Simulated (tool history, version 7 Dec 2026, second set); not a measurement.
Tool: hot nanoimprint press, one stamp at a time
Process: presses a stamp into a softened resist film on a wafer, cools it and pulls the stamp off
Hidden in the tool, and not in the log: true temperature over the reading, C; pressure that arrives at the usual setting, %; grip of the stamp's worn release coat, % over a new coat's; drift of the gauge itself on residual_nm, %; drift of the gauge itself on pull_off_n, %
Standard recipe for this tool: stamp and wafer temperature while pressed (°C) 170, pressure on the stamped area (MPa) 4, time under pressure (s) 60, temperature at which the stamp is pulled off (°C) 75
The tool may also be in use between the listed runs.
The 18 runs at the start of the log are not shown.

run	day	stamp and wafer temperature while pressed (°C)	pressure on the stamped area (MPa)	time under pressure (s)	temperature at which the stamp is pulled off (°C)	hours of work since the thermocouple was calibrated	imprints on the stamp's release coat	hours of work since the press's seals were changed	resist left under the stamp's widest pad (angstrom)	greatest force while the stamp is pulled off (N)
19	9.288	171	2.93	102	75	196	1028	183	747	265
20	9.817	170	4	60	68	204	1054	190	803	267
21	10.329	176	5.83	60	75	211	1079	198	557	261
22	10.629	170	4.41	60	75	216	1093	202	785	264
23	11.208	180	2.6	60	75	224	1121	211	759	262
24	11.817	180	2.6	60	75	233	1151	220	746	260
25	12.296	171	4	32	75	240	1174	227	988	264
26	12.892	168	4	84	75	249	1203	236	762	261
27	13.283	176	5.52	30	70	255	1221	242	753	274
28	13.567	176	5.52	30	70	259	1235	246	764	268
29	14.196	180	4.77	74	76	268	1266	255	513	265
30	14.754	180	4.77	74	76	277	1293	264	513	274

Consider 3 possible next runs. They are alternatives, not a sequence: every one starts from the tool as it was left by run 30. What does each give?
A	15.062	170	4	31	61	281	1307	268	?	?
B	15.062	170	4	64	75	281	1307	268	?	?
C	15.062	180	3.7	74	76	281	1307	268	?	?

run	resist left under the stamp's widest pad (angstrom)	greatest force while the stamp is pulled off (N)
A	1046	294
B	784	270
C	574	266
Without the tool's hidden state the same runs would have given:
run	resist left under the stamp's widest pad (angstrom)	greatest force while the stamp is pulled off (N)
A	1016	200
B	759	184
C	556	182
